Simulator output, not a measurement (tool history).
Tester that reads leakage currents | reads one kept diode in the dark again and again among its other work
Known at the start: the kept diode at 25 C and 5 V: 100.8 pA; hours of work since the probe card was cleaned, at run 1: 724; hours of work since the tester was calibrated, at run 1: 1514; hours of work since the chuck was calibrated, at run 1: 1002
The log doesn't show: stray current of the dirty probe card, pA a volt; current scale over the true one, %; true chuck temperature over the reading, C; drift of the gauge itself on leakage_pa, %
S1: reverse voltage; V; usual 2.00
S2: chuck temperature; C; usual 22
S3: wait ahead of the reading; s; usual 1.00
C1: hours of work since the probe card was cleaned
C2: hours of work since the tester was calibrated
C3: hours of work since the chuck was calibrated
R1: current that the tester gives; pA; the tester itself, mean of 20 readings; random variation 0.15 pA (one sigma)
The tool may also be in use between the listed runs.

run 1 hour=0.0 | S1=2.00 S2=22 S3=1.00 | C1=724 C2=1514 C3=1002 | R1=55.40
run 2 hour=128.4 | S1=2.00 S2=22 S3=1.00 | C1=793 C2=1582 C3=1070 | R1=55.29
run 3 hour=290.1 | S1=2.00 S2=22 S3=1.00 | C1=878 C2=1668 C3=1156 | R1=56.35
run 4 hour=412.8 | S1=2.00 S2=22 S3=1.00 | C1=944 C2=1733 C3=1221 | R1=56.58
run 5 hour=625.0 | S1=2.00 S2=22 S3=1.00 | C1=1056 C2=1846 C3=1333 | R1=57.64
-- hour=716.9 chuck's temperature calibrated
run 6 hour=803.1 | S1=2.00 S2=22 S3=1.00 | C1=1150 C2=1940 C3=46 | R1=49.94
run 7 hour=931.4 | S1=2.00 S2=22 S3=1.00 | C1=1218 C2=2008 C3=114 | R1=50.37
run 8 hour=1115.1 | S1=2.00 S2=22 S3=1.00 | C1=1315 C2=2105 C3=211 | R1=51.13
run 9 hour=1222.2 | S1=2.00 S2=22 S3=1.00 | C1=1372 C2=2162 C3=268 | R1=51.75
run 10 hour=1375.0 | S1=2.00 S2=41 S3=1.00 | C1=1453 C2=2243 C3=349 | R1=208.98
run 11 hour=1524.9 | S1=2.00 S2=21 S3=1.00 | C1=1533 C2=2323 C3=429 | R1=48.97
-- hour=1538.2 tester calibrated
run 12 hour=1730.8 | S1=2.00 S2=21 S3=1.00 | C1=1641 C2=102 C3=537 | R1=48.95
run 13 hour=1887.7 | S1=1.42 S2=22 S3=1.00 | C1=1725 C2=186 C3=621 | R1=43.33
run 14 hour=2031.7 | S1=1.42 S2=22 S3=1.00 | C1=1801 C2=262 C3=697 | R1=43.71
run 15 hour=2265.3 | S1=2.00 S2=22 S3=1.00 | C1=1925 C2=386 C3=821 | R1=55.18
run 16 hour=2373.7 | S1=2.00 S2=22 S3=1.00 | C1=1983 C2=444 C3=879 | R1=55.50
run 17 hour=2483.5 | S1=2.00 S2=22 S3=1.00 | C1=2041 C2=502 C3=937 | R1=56.09
run 18 hour=2714.0 | S1=2.00 S2=22 S3=1.00 | C1=2163 C2=624 C3=1059 | R1=57.19
run 19 hour=2839.5 | S1=2.00 S2=22 S3=1.00 | C1=2230 C2=691 C3=1126 | R1=57.60
run 20 hour=2952.3 | S1=2.00 S2=22 S3=1.00 | C1=2290 C2=751 C3=1186 | R1=58.19
run 21 hour=3067.4 | S1=1.92 S2=34 S3=0.50 | C1=2351 C2=812 C3=1247 | R1=136.18
run 22 hour=3292.4 | S1=4.00 S2=26 S3=0.97 | C1=2470 C2=931 C3=1366 | R1=122.88
-- hour=3327.1 chuck's temperature calibrated
run 23 hour=3526.8 | S1=2.00 S2=38 S3=1.00 | C1=2594 C2=1055 C3=106 | R1=165.26
run 24 hour=3685.3 | S1=2.00 S2=38 S3=1.00 | C1=2678 C2=1139 C3=190 | R1=166.62
run 25 hour=3917.8 | S1=12.82 S2=60 S3=2.86 | C1=2801 C2=1262 C3=314 | R1=2170.82
-- hour=3941.6 probe card cleaned and baked
run 26 hour=4148.0 | S1=8.42 S2=28 S3=0.55 | C1=110 C2=1383 C3=434 | R1=218.80
run 27 hour=4270.9 | S1=19.96 S2=28 S3=1.30 | C1=175 C2=1448 C3=500 | R1=386.46
run 28 hour=4407.5 | S1=3.08 S2=22 S3=1.00 | C1=247 C2=1521 C3=572 | R1=77.25
run 29 hour=4628.2 | S1=1.34 S2=22 S3=2.04 | C1=365 C2=1638 C3=689 | R1=45.36
run 30 hour=4779.5 | S1=3.67 S2=31 S3=7.38 | C1=445 C2=1718 C3=770 | R1=161.65
run 31 hour=4924.5 | S1=3.67 S2=31 S3=7.38 | C1=522 C2=1795 C3=847 | R1=163.55
run 32 hour=5029.4 | S1=3.67 S2=31 S3=7.38 | C1=578 C2=1851 C3=902 | R1=164.20
-- hour=5076.8 probe card cleaned and baked, once more
run 33 hour=5249.3 | S1=3.67 S2=31 S3=7.38 | C1=92 C2=1966 C3=1017 | R1=153.08
run 34 hour=5425.5 | S1=2.00 S2=22 S3=0.71 | C1=185 C2=2060 C3=1111 | R1=54.95
run 35 hour=5571.7 | S1=5.06 S2=49 S3=1.00 | C1=263 C2=2137 C3=1189 | R1=672.94
run 36 hour=5806.5 | S1=2.00 S2=35 S3=0.55 | C1=387 C2=2262 C3=1313 | R1=149.83
run 37 hour=5925.2 | S1=15.79 S2=28 S3=1.00 | C1=450 C2=2325 C3=1376 | R1=311.67
-- hour=5940.2 tester calibrated
-- hour=5942.2 chuck's temperature calibrated
run 38 hour=6152.0 | S1=1.87 S2=28 S3=5.79 | C1=569 C2=111 C3=111 | R1=72.32
run 39 hour=6280.9 | S1=1.87 S2=28 S3=5.79 | C1=637 C2=180 C3=180 | R1=73.17

Hidden state or all else? Some run-to-run changes of R1, split into what the settings, what came in and random variation would give without the hidden state, and what is left for the hidden state (with any gauge scatter that isn't in both results):
Run 24 -> 25: S1 2.00 -> 12.82, S2 38 -> 60, S3 1.00 -> 2.86. R1 +2004.20 pA: hidden state +103.36, all else +1900.84.
Run 25 -> 26: S1 12.82 -> 8.42, S2 60 -> 28, S3 2.86 -> 0.55, probe card cleaned and baked. R1 -1952.02 pA: hidden state -71.27, all else -1880.75.
Run 27 -> 28: S1 19.96 -> 3.08, S2 28 -> 22, S3 1.30 -> 1.00. R1 -309.21 pA: hidden state -76.99, all else -232.22.
Run 34 -> 35: S1 2.00 -> 5.06, S2 22 -> 49, S3 0.71 -> 1.00. R1 +617.99 pA: hidden state +79.74, all else +538.25.
